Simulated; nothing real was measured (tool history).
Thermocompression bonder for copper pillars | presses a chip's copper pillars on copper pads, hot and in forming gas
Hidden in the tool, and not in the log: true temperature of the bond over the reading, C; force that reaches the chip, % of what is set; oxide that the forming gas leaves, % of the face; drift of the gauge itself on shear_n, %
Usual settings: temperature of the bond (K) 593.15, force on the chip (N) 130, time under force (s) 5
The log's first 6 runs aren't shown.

run	day	temperature of the bond (K)	force on the chip (N)	time under force (s)	hours of work since the heater was calibrated	hours of work since the force cell was calibrated	hours of work since the gas filter was changed	force that shears a chip off (N)
7	3.517	593.15	130	5	26	50	154	79.6
8	3.917	620.15	130	5	32	55	160	98.9
9	4.188	620.15	130	5	35	59	163	100.1
10	4.783	620.15	130	5	43	67	172	99.3
11	5.283	620.15	142	5	50	74	179	106.0
12	5.742	593.15	130	5	57	80	185	80.2
13	6.050	593.15	130	5	61	84	189	77.7
14	6.671	581.15	130	5	69	93	198	68.4
15	6.983	581.15	130	5	74	97	202	68.9
16	7.504	581.15	130	5	81	105	209	68.3
17	7.762	577.15	130	5	84	108	213	66.4
18	8.188	593.15	130	3	90	114	219	66.7
19	8.621	593.15	130	3	96	120	225	67.0
20	8.950	593.15	130	3	101	124	229	65.6
21	9.275	593.15	130	3	105	129	234	67.4

The next listed run, before its measurement:
22	9.617	573.15	139	5	110	134	238	?

force that shears a chip off (N): 68.2
Without the tool's hidden state the same run would have given force that shears a chip off (N) 68.3.
